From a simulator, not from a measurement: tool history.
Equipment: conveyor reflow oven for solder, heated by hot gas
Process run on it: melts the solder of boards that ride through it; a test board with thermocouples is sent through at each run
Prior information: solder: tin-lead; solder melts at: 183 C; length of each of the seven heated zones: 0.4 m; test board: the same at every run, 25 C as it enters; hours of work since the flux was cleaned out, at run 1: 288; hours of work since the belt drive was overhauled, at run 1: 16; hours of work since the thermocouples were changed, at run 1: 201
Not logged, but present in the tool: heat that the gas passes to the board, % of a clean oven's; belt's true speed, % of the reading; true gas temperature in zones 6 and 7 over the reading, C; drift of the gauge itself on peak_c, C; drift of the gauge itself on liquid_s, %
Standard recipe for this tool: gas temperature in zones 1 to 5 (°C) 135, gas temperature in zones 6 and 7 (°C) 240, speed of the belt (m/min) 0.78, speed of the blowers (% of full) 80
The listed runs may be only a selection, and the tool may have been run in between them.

run   hour  gas temperature in zones 1 to 5 (°C)  gas temperature in zones 6 and 7 (°C)  speed of the belt (m/min)  speed of the blowers (% of full)  hours of work since the flux was cleaned out  hours of work since the belt drive was overhauled  hours of work since the thermocouples were changed  highest temperature of the board (°C)  time above the solder's melting point (s)
  1      0                                   135                                    240                       0.78                                80                                           288                                                 16                                                 201                                  223.3                                         48
  2   41.7                                   135                                    247                       0.78                                80                                           317                                                 45                                                 230                                  229.3                                       51.4
  3   81.6                                   135                                    247                       0.78                                80                                           345                                                 73                                                 258                                  229.5                                         52
  4  109.3                                   135                                    247                       0.78                                80                                           365                                                 92                                                 278                                  229.2                                       52.4
  5  131.8                                   135                                    240                      0.646                                80                                           380                                                108                                                 294                                  228.5                                         63
  6  161.9                                   135                                    240                      0.646                                80                                           401                                                129                                                 315                                  229.2                                       62.2
  7  213.7                                   135                                    240                       0.75                                80                                           438                                                165                                                 351                                    225                                       51.8
       270  -- flux residue cleaned out of gas plates and filters
  8  272.1                                   135                                    240                      0.927                                80                                             1                                                203                                                 388                                  218.9                                       37.2
  9  303.5                                   135                                    240                       0.78                                80                                            23                                                225                                                 410                                    224                                       48.8
 10  350.4                                   135                                    240                       0.78                                51                                            56                                                258                                                 443                                  216.5                                       44.4
 11  404.1                                   135                                    240                       0.78                                51                                            94                                                296                                                 481                                  216.1                                       43.7
 12  447.4                                   135                                    240                       0.78                                50                                           124                                                326                                                 512                                  215.9                                       42.1
 13  497.6                                   135                                    243                      0.885                                80                                           160                                                361                                                 547                                  222.6                                       41.8
 14  550.1                                   124                                    240                      0.757                                80                                           196                                                398                                                 584                                  222.6                                       47.9
     587.4  -- thermocouples of zones 6 and 7 changed
 15  605.6                                   124                                    234                      0.757                                80                                           234                                                436                                                  13                                  217.9                                       44.7
 16  648.6                                   135                                    236                      0.703                                80                                           264                                                466                                                  43                                  223.6                                       54.2
 17  699.7                                   120                                    236                      0.703                                80                                           300                                                502                                                  79                                  221.2                                       49.3
 18  734.1                                   146                                    240                      0.713                                80                                           324                                                526                                                 103                                  227.5                                       60.1
 19  764.1                                   135                                    234                       0.81                                80                                           345                                                547                                                 124                                  217.7                                       43.8
 20  786.6                                   134                                    231                       0.78                                79                                           361                                                563                                                 140                                  215.8                                       44.2
 21  835.4                                   134                                    233                       0.78                                79                                           395                                                597                                                 174                                  217.1                                       45.3

Branching from run 21: 3 alternative next runs. What would each branch give?
  A  888.9                                   134                                    234                       0.78                                86                                           433                                                634                                                 212                                      ?                                          ?
  B  888.9                                   135                                    240                      0.818                                80                                           433                                                634                                                 212                                      ?                                          ?
  C  888.9                                   147                                    240                       0.78                                66                                           433                                                634                                                 212                                      ?                                          ?

run  highest temperature of the board (°C)  time above the solder's melting point (s)
  A                                  219.9                                       46.5
  B                                  222.1                                       45.5
  C                                    223                                       51.5
Had the tool no hidden state, the same runs would have come out as:
run  highest temperature of the board (°C)  time above the solder's melting point (s)
  A                                  220.1                                       46.6
  B                                  222.3                                       45.6
  C                                  223.2                                       51.6

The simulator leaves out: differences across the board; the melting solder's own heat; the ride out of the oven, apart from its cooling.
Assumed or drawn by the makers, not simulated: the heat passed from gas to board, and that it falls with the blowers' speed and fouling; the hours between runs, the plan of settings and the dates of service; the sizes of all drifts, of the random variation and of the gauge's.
